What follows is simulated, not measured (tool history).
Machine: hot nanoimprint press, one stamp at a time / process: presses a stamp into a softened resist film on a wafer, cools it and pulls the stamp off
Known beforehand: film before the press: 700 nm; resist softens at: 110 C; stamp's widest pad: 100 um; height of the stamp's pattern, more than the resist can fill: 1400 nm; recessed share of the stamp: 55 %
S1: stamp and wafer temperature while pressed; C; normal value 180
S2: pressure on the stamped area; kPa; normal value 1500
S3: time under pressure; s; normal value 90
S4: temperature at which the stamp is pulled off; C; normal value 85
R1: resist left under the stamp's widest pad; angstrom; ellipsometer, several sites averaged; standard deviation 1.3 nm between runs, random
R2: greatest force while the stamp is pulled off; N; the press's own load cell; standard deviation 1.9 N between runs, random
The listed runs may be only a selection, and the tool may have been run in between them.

Run 1, hour 0: usual settings. Result: R1 3468 angstrom, R2 92 N.
Run 2, hour 11.1: usual settings. Result: R1 3447 angstrom, R2 96 N.
Run 3, hour 18.6: usual settings. Result: R1 3440 angstrom, R2 95 N.
Run 4, hour 28: usual settings but S3 66 s. Result: R1 3861 angstrom, R2 98 N.
Run 5, hour 43.9: usual settings but S3 66 s. Result: R1 3885 angstrom, R2 98 N.
Run 6, hour 55.5: usual settings but S3 66 s. Result: R1 3866 angstrom, R2 98 N.
Run 7, hour 64.8: usual settings but S2 1470 kPa. Result: R1 3464 angstrom, R2 96 N.
Run 8, hour 79.4: usual settings but S2 1010 kPa. Result: R1 4012 angstrom, R2 92 N.
Run 9, hour 89.3: usual settings but S2 1010 kPa. Result: R1 4029 angstrom, R2 96 N.
Run 10, hour 98.2: usual settings but S2 1010 kPa. Result: R1 4010 angstrom, R2 96 N.
Run 11, hour 112.1: usual settings but S2 1600 kPa. Result: R1 3391 angstrom, R2 92 N.
Run 12, hour 128.4: usual settings but S2 1600 kPa. Result: R1 3404 angstrom, R2 93 N.
Run 13, hour 139.5: usual settings but S4 79 C. Result: R1 3456 angstrom, R2 109 N.
Run 14, hour 152.8: usual settings but S1 185 C. Result: R1 2960 angstrom, R2 91 N.
Run 15, hour 168.4: usual settings. Result: R1 3456 angstrom, R2 96 N.
Run 16, hour 179.4: usual settings but S1 170 C, S2 2110 kPa, S3 77 s. Result: R1 4384 angstrom, R2 95 N.
Run 17, hour 193.2: usual settings but S1 170 C, S2 2110 kPa, S3 77 s. Result: R1 4353 angstrom, R2 96 N.
Run 18, hour 208.3: usual settings but S1 186 C, S2 1100 kPa, S3 158 s, S4 73 C. Result: R1 2616 angstrom, R2 126 N.
Run 19, hour 222.9: usual settings but S1 186 C, S2 1100 kPa, S3 158 s, S4 73 C. Result: R1 2605 angstrom, R2 124 N.
Run 20, hour 233.6: usual settings but S1 186 C, S2 1100 kPa, S3 158 s, S4 73 C. Result: R1 2631 angstrom, R2 123 N.
Run 21, hour 241.5: usual settings but S1 186 C, S2 1100 kPa, S3 158 s, S4 73 C. Result: R1 2619 angstrom, R2 119 N.
Run 22, hour 254.7: usual settings but S1 186 C, S2 1100 kPa, S3 158 s, S4 73 C. Result: R1 2623 angstrom, R2 124 N.
Run 23, hour 265.2: usual settings but S1 186 C, S2 1100 kPa, S3 158 s, S4 73 C. Result: R1 2611 angstrom, R2 124 N.
Run 24, hour 277.1: usual settings but S1 169 C, S2 970 kPa, S3 158 s, S4 92 C. Result: R1 4621 angstrom, R2 80 N.
Run 25, hour 289.4: usual settings but S1 191 C, S2 970 kPa, S3 158 s, S4 74 C. Result: R1 2370 angstrom, R2 120 N.
Run 26, hour 306.5: usual settings but S1 185 C, S2 1860 kPa. Result: R1 2731 angstrom, R2 98 N.
Run 27, hour 315.7: usual settings but S1 191 C, S2 1970 kPa, S4 79 C. Result: R1 2192 angstrom, R2 109 N.
Run 28, hour 329.6: usual settings but S3 111 s, S4 78 C. Result: R1 3216 angstrom, R2 112 N.
Run 29, hour 341.7: usual settings but S3 111 s, S4 78 C. Result: R1 3191 angstrom, R2 110 N.
Run 30, hour 353.3: usual settings but S3 111 s, S4 78 C. Result: R1 3206 angstrom, R2 111 N.

Not shown here: 2 entries made in the log between runs. Locate each between two listed runs and compare the hidden state at the listed run before it with the hidden state at the listed run after it:
Run 7 -> run 8: stamp cleaned and given a new release coat (hour 77.8)
  grip of the stamp's worn release coat, % over a new coat's: 0.9 -> 0
Run 25 -> run 26: stamp cleaned and given a new release coat (hour 306.5)
  grip of the stamp's worn release coat, % over a new coat's: 0.9 -> 0
